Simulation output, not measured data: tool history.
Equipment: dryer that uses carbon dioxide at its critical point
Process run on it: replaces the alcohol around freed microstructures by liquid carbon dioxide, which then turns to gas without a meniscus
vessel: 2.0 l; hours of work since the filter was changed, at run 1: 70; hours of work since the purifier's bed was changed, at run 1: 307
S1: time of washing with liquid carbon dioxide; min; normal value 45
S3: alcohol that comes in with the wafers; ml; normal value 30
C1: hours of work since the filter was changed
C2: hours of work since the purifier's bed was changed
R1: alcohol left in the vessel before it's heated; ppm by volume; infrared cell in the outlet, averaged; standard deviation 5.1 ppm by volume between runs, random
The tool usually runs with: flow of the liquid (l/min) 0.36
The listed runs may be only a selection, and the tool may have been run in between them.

{"run": 1, "hour": 0.0, "S1": 45, "flow of the liquid (l/min)": 0.36, "S3": 30, "C1": 70, "C2": 307, "R1": 149}
{"run": 2, "hour": 27.5, "S1": 45, "flow of the liquid (l/min)": 0.348, "S3": 30, "C1": 78, "C2": 315, "R1": 161}
{"run": 3, "hour": 56.1, "S1": 45, "flow of the liquid (l/min)": 0.348, "S3": 30, "C1": 87, "C2": 324, "R1": 170}
{"run": 4, "hour": 82.8, "S1": 40, "flow of the liquid (l/min)": 0.36, "S3": 30, "C1": 95, "C2": 332, "R1": 215}
{"run": 5, "hour": 116.2, "S1": 40, "flow of the liquid (l/min)": 0.36, "S3": 30, "C1": 105, "C2": 342, "R1": 204}
{"run": 6, "hour": 160.4, "S1": 40, "flow of the liquid (l/min)": 0.36, "S3": 33, "C1": 118, "C2": 355, "R1": 228}
{"run": 7, "hour": 186.1, "S1": 35, "flow of the liquid (l/min)": 0.36, "S3": 30, "C1": 126, "C2": 363, "R1": 315}
{"run": 8, "hour": 229.6, "S1": 35, "flow of the liquid (l/min)": 0.36, "S3": 30, "C1": 139, "C2": 376, "R1": 327}
{"run": 9, "hour": 265.2, "S1": 45, "flow of the liquid (l/min)": 0.36, "S3": 30, "C1": 150, "C2": 386, "R1": 179}
{"run": 10, "hour": 308.2, "S1": 45, "flow of the liquid (l/min)": 0.36, "S3": 52, "C1": 163, "C2": 399, "R1": 233}
{"run": 11, "hour": 349.6, "S1": 45, "flow of the liquid (l/min)": 0.36, "S3": 52, "C1": 175, "C2": 412, "R1": 234}
{"run": 12, "hour": 379.0, "S1": 44, "flow of the liquid (l/min)": 0.288, "S3": 48, "C1": 184, "C2": 420, "R1": 468}
{"run": 13, "hour": 399.9, "S1": 28, "flow of the liquid (l/min)": 0.305, "S3": 45, "C1": 190, "C2": 427, "R1": 1436}
{"run": 14, "hour": 423.3, "S1": 28, "flow of the liquid (l/min)": 0.305, "S3": 45, "C1": 197, "C2": 434, "R1": 1429}
{"run": 15, "hour": 454.7, "S1": 37, "flow of the liquid (l/min)": 0.306, "S3": 34, "C1": 206, "C2": 443, "R1": 534}
{"run": 16, "hour": 484.6, "S1": 52, "flow of the liquid (l/min)": 0.397, "S3": 63, "C1": 215, "C2": 452, "R1": 180}
{"run": 17, "hour": 504.3, "S1": 52, "flow of the liquid (l/min)": 0.541, "S3": 63, "C1": 221, "C2": 458, "R1": 137}
{"hour": 532.6, "done": "inlet filter changed"}
{"run": 18, "hour": 538.7, "S1": 52, "flow of the liquid (l/min)": 0.541, "S3": 63, "C1": 2, "C2": 468, "R1": 139}
{"run": 19, "hour": 583.1, "S1": 52, "flow of the liquid (l/min)": 0.541, "S3": 63, "C1": 15, "C2": 481, "R1": 143}

5 options for the next run, each taken on its own from the tool as it stands now. Forecast them:
{"run": "A", "hour": 604.6, "S1": 52, "flow of the liquid (l/min)": 0.385, "S3": 63, "C1": 22, "C2": 488, "R1": "?"}
{"run": "B", "hour": 604.6, "S1": 70, "flow of the liquid (l/min)": 0.236, "S3": 61, "C1": 22, "C2": 488, "R1": "?"}
{"run": "C", "hour": 604.6, "S1": 45, "flow of the liquid (l/min)": 0.36, "S3": 28, "C1": 22, "C2": 488, "R1": "?"}
{"run": "D", "hour": 604.6, "S1": 52, "flow of the liquid (l/min)": 0.541, "S3": 43, "C1": 22, "C2": 488, "R1": "?"}
{"run": "E", "hour": 604.6, "S1": 42, "flow of the liquid (l/min)": 0.365, "S3": 50, "C1": 22, "C2": 488, "R1": "?"}

run=A R1=171
run=B R1=233
run=C R1=187
run=D R1=137
run=E R1=264
Stripped of hidden state, with their random variation kept, the same runs would have yielded:
run=A R1=32
run=B R1=90
run=C R1=49
run=D R1=0
run=E R1=119
